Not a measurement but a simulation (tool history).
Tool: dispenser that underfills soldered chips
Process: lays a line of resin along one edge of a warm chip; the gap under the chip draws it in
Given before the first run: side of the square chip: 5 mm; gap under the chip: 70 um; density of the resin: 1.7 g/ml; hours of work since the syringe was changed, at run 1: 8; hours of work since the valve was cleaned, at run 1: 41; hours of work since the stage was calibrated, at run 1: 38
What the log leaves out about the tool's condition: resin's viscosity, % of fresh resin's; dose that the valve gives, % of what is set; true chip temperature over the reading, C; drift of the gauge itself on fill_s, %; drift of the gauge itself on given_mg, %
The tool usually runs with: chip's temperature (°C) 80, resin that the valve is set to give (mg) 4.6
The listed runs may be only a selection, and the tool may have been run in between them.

run    day  chip's temperature (°C)  resin that the valve is set to give (mg)  hours of work since the syringe was changed  hours of work since the valve was cleaned  hours of work since the stage was calibrated  time until the resin shows at the far edge (s)  resin that the valve gave (mg)
  1      0                       80                                       4.6                                            8                                         41                                            38                                            19.5                            4.52
     0.133  -- new syringe of resin
  2  0.188                       80                                       4.6                                            1                                         44                                            41                                            12.2                             4.5
  3  0.358                       80                                      3.99                                            3                                         46                                            44                                            15.1                             3.9
  4  0.512                       80                                      3.99                                            6                                         48                                            46                                            17.8                            3.89
  5  0.629                       80                                       4.6                                            8                                         50                                            48                                            19.5                            4.45
     0.788  -- new syringe of resin
  6  0.829                       85                                       4.6                                            1                                         53                                            51                                            10.1                            4.44
  7  0.942                       85                                       4.6                                            2                                         55                                            52                                            11.7                            4.42
  8  1.138                       85                                       4.6                                            5                                         58                                            55                                            14.1                            4.43
  9  1.258                       85                                       4.6                                            7                                         60                                            57                                              16                            4.44
 10  1.371                       79                                      4.79                                            9                                         61                                            59                                            21.9                            4.62
     1.442  -- new syringe of resin
 11  1.538                       71                                         5                                            1                                         64                                            61                                            16.1                            4.83
 12  1.629                       71                                         5                                            3                                         65                                            63                                            18.4                            4.79
 13  1.808                       71                                         5                                            6                                         68                                            65                                            22.7                            4.78
 14  1.908                       80                                      5.02                                            7                                         69                                            67                                            18.6                            4.83
     2.096  -- new syringe of resin
 15  2.108                       74                                       4.6                                            0                                         72                                            70                                            13.7                            4.45
 16  2.233                       90                                      4.44                                            2                                         74                                            71                                             9.5                            4.26

Each row is a separate what-if for the run after 16, all from the same tool condition, not one after another. Results?
  A  2.35                       95                                       5.5                                            4                                         76                                            73                                               ?                               ?
  B  2.35                       80                                         4                                            4                                         76                                            73                                               ?                               ?
  C  2.35                       74                                      5.68                                            4                                         76                                            73                                               ?                               ?

run  time until the resin shows at the far edge (s)  resin that the valve gave (mg)
  A                                             9.2                            5.23
  B                                            14.9                            3.82
  C                                            17.1                            5.42
Without the tool's unlogged condition, the same runs would have read:
run  time until the resin shows at the far edge (s)  resin that the valve gave (mg)
  A                                             6.9                            5.49
  B                                              11                            4.01
  C                                            12.8                            5.68
